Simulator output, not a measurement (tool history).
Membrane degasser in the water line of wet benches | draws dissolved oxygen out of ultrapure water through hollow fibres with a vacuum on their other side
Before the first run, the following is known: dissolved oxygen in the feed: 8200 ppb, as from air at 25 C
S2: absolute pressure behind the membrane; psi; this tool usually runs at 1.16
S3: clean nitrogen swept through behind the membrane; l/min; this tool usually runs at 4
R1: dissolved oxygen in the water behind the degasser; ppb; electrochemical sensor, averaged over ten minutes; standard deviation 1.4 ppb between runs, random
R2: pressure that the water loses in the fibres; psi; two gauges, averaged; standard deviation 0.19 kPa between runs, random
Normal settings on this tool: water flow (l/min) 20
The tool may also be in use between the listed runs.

run 1 day=0 | water_flow_(l/min)=20 S2=1.16 S3=4 | R1=139.7 R2=5.857
run 2 day=4.192 | water_flow_(l/min)=20 S2=1.16 S3=4.24 | R1=137.2 R2=5.867
run 3 day=7.275 | water_flow_(l/min)=20 S2=1.16 S3=4 | R1=140.9 R2=5.841
run 4 day=10.104 | water_flow_(l/min)=20 S2=1.16 S3=4 | R1=142.3 R2=5.889
run 5 day=15.512 | water_flow_(l/min)=20 S2=1.16 S3=1.63 | R1=217.7 R2=5.86
run 6 day=20.125 | water_flow_(l/min)=20 S2=1.16 S3=1.63 | R1=221.6 R2=5.838
run 7 day=24.975 | water_flow_(l/min)=20 S2=1.16 S3=1.63 | R1=221.6 R2=5.904
run 8 day=30.175 | water_flow_(l/min)=25 S2=0.824 S3=8.22 | R1=192 R2=7.348
run 9 day=33.192 | water_flow_(l/min)=18 S2=1.872 S3=2.88 | R1=204.6 R2=5.32
-- day=33.554 vacuum gauge calibrated
run 10 day=37.004 | water_flow_(l/min)=17 S2=1.923 S3=2.38 | R1=220 R2=4.985
run 11 day=41.796 | water_flow_(l/min)=17 S2=1.923 S3=2.38 | R1=218.9 R2=5.024
run 12 day=44.379 | water_flow_(l/min)=17 S2=1.923 S3=2.38 | R1=218.8 R2=5.021
run 13 day=49.133 | water_flow_(l/min)=17 S2=1.923 S3=2.38 | R1=216.7 R2=4.973
run 14 day=53.254 | water_flow_(l/min)=18 S2=1.923 S3=2.38 | R1=236.1 R2=5.304

Forecast each of these 4 alternatives for the next run:
run A day=56.025 | water_flow_(l/min)=18 S2=2.104 S3=2.38 | R1=? R2=?
run B day=56.025 | water_flow_(l/min)=18 S2=1.678 S3=1.98 | R1=? R2=?
run C day=56.025 | water_flow_(l/min)=14 S2=1.056 S3=1.64 | R1=? R2=?
run D day=56.025 | water_flow_(l/min)=20 S2=0.789 S3=4 | R1=? R2=?

run=A R1=257.4 R2=5.279
run=B R1=238.4 R2=5.316
run=C R1=107.4 R2=4.09
run=D R1=114 R2=5.87
Stripped of hidden state, with their random variation kept, the same runs would have yielded:
run=A R1=245.2 R2=5.152
run=B R1=225.6 R2=5.187
run=C R1=99.1 R2=3.99
run=D R1=102.1 R2=5.726
